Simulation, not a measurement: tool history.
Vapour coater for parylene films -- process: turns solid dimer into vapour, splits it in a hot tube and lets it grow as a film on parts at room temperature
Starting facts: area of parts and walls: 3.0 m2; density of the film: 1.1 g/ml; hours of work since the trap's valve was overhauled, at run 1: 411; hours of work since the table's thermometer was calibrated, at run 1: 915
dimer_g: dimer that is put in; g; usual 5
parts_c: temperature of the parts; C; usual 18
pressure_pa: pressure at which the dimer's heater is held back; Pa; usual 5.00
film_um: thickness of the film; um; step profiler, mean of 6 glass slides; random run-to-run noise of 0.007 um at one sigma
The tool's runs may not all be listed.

| run | hour | dimer_g | parts_c | pressure_pa | hours of work since the trap's valve was overhauled | hours of work since the table's thermometer was calibrated | film_um |
|---|---|---|---|---|---|---|---|
| 1 | 0.0 | 5 | 18 | 5.00 | 411 | 915 | 0.641 |
| 2 | 25.8 | 3 | 18 | 5.00 | 423 | 927 | 0.384 |
|  | 62.3 | trap's valve overhauled |
| 3 | 65.5 | 3 | 18 | 5.00 | 1 | 944 | 0.405 |
| 4 | 109.2 | 3 | 18 | 5.00 | 22 | 964 | 0.397 |
| 5 | 157.9 | 3 | 18 | 5.00 | 44 | 987 | 0.397 |
| 6 | 207.3 | 3 | 18 | 5.00 | 67 | 1009 | 0.405 |
| 7 | 237.7 | 3 | 18 | 5.00 | 81 | 1023 | 0.401 |
| 8 | 286.4 | 3 | 18 | 5.00 | 104 | 1046 | 0.401 |
| 9 | 325.0 | 3 | 18 | 5.00 | 122 | 1064 | 0.388 |
| 10 | 365.3 | 4 | 18 | 5.00 | 140 | 1083 | 0.528 |
| 11 | 411.0 | 4 | 18 | 5.00 | 161 | 1104 | 0.528 |
| 12 | 438.4 | 4 | 18 | 5.00 | 174 | 1116 | 0.507 |
| 13 | 477.1 | 3 | 22 | 5.66 | 192 | 1134 | 0.313 |
| 14 | 517.1 | 5 | 24 | 5.00 | 211 | 1153 | 0.484 |
| 15 | 555.3 | 5 | 24 | 2.80 | 228 | 1170 | 0.529 |
| 16 | 587.2 | 5 | 18 | 6.48 | 243 | 1185 | 0.622 |
| 17 | 634.9 | 3 | 29 | 7.14 | 265 | 1207 | 0.211 |
| 18 | 669.3 | 3 | 29 | 7.14 | 281 | 1223 | 0.205 |
| 19 | 692.4 | 5 | 11 | 2.98 | 292 | 1234 | 0.965 |
| 20 | 732.7 | 2 | 23 | 8.44 | 310 | 1253 | 0.179 |
| 21 | 782.5 | 4 | 24 | 7.80 | 333 | 1276 | 0.352 |
| 22 | 830.2 | 4 | 20 | 7.80 | 356 | 1298 | 0.431 |

Some steps in film_um between neighbouring runs. How much of each would the tool show without its hidden state too (settings, what came in, random variation), and how much is left for the hidden state, with any gauge scatter that isn't in both results?
Hidden state present: vapour lost through the trap's worn valve, %; true temperature of the parts over the reading, C; drift of the gauge itself on film_um, %.
Run 18 -> 19: dimer_g 3 -> 5, parts_c 29 -> 11, pressure_pa 7.14 -> 2.98. film_um +0.760 um: hidden state -0.072, all else +0.832.
Run 19 -> 20: dimer_g 5 -> 2, parts_c 11 -> 23, pressure_pa 2.98 -> 8.44. film_um -0.786 um: hidden state +0.073, all else -0.859.
